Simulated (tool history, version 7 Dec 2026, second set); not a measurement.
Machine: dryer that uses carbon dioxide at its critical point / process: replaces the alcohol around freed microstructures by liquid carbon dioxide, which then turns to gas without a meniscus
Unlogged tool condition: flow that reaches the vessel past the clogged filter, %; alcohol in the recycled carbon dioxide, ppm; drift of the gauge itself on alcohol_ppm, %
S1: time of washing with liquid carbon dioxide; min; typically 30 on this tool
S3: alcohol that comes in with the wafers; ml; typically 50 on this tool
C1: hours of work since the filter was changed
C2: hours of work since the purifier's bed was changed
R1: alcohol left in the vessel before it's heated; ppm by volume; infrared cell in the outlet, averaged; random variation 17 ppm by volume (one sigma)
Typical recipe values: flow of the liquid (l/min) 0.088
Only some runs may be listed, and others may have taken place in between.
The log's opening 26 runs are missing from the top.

{"run": 27, "hour": 199.4, "S1": 46, "flow of the liquid (l/min)": 0.0649, "S3": 76, "C1": 269, "C2": 312, "R1": 1334}
{"run": 28, "hour": 204.4, "S1": 30, "flow of the liquid (l/min)": 0.0885, "S3": 50, "C1": 273, "C2": 315, "R1": 1380}
{"run": 29, "hour": 214.5, "S1": 37, "flow of the liquid (l/min)": 0.121, "S3": 73, "C1": 281, "C2": 324, "R1": 184}
{"run": 30, "hour": 219.8, "S1": 25, "flow of the liquid (l/min)": 0.1206, "S3": 41, "C1": 285, "C2": 328, "R1": 642}
{"run": 31, "hour": 230.0, "S1": 37, "flow of the liquid (l/min)": 0.1206, "S3": 69, "C1": 293, "C2": 336, "R1": 182}
{"run": 32, "hour": 237.6, "S1": 21, "flow of the liquid (l/min)": 0.1206, "S3": 56, "C1": 299, "C2": 342, "R1": 1776}
{"run": 33, "hour": 244.9, "S1": 39, "flow of the liquid (l/min)": 0.086, "S3": 58, "C1": 305, "C2": 347, "R1": 611}
{"run": 34, "hour": 249.9, "S1": 39, "flow of the liquid (l/min)": 0.086, "S3": 58, "C1": 309, "C2": 351, "R1": 599}
{"run": 35, "hour": 255.4, "S1": 45, "flow of the liquid (l/min)": 0.088, "S3": 32, "C1": 313, "C2": 356, "R1": 211}
{"run": 36, "hour": 265.1, "S1": 45, "flow of the liquid (l/min)": 0.088, "S3": 32, "C1": 321, "C2": 363, "R1": 211}
{"run": 37, "hour": 275.2, "S1": 45, "flow of the liquid (l/min)": 0.088, "S3": 32, "C1": 329, "C2": 371, "R1": 211}
{"run": 38, "hour": 280.4, "S1": 45, "flow of the liquid (l/min)": 0.088, "S3": 32, "C1": 333, "C2": 375, "R1": 216}
{"run": 39, "hour": 286.6, "S1": 45, "flow of the liquid (l/min)": 0.088, "S3": 32, "C1": 338, "C2": 380, "R1": 226}
{"run": 40, "hour": 293.3, "S1": 45, "flow of the liquid (l/min)": 0.1274, "S3": 47, "C1": 343, "C2": 386, "R1": 119}
{"run": 41, "hour": 303.7, "S1": 30, "flow of the liquid (l/min)": 0.1293, "S3": 103, "C1": 351, "C2": 394, "R1": 453}
{"run": 42, "hour": 309.4, "S1": 30, "flow of the liquid (l/min)": 0.0808, "S3": 103, "C1": 356, "C2": 398, "R1": 4238}
{"run": 43, "hour": 316.7, "S1": 30, "flow of the liquid (l/min)": 0.1306, "S3": 103, "C1": 362, "C2": 404, "R1": 441}
{"run": 44, "hour": 321.0, "S1": 31, "flow of the liquid (l/min)": 0.0681, "S3": 32, "C1": 365, "C2": 407, "R1": 2307}
{"run": 45, "hour": 326.4, "S1": 31, "flow of the liquid (l/min)": 0.0681, "S3": 32, "C1": 369, "C2": 412, "R1": 2322}
{"run": 46, "hour": 336.5, "S1": 31, "flow of the liquid (l/min)": 0.0681, "S3": 32, "C1": 377, "C2": 420, "R1": 2405}

Alternative continuations, all from the tool just after run 46; predict every row:
{"run": "A", "hour": 341.4, "S1": 46, "flow of the liquid (l/min)": 0.0888, "S3": 21, "C1": 381, "C2": 423, "R1": "?"}
{"run": "B", "hour": 341.4, "S1": 18, "flow of the liquid (l/min)": 0.0681, "S3": 32, "C1": 381, "C2": 423, "R1": "?"}
{"run": "C", "hour": 341.4, "S1": 19, "flow of the liquid (l/min)": 0.088, "S3": 66, "C1": 381, "C2": 423, "R1": "?"}

run=A R1=177
run=B R1=9260
run=C R1=8908
With no hidden state in the tool, these same runs would have given:
run=A R1=44
run=B R1=8135
run=C R1=7478
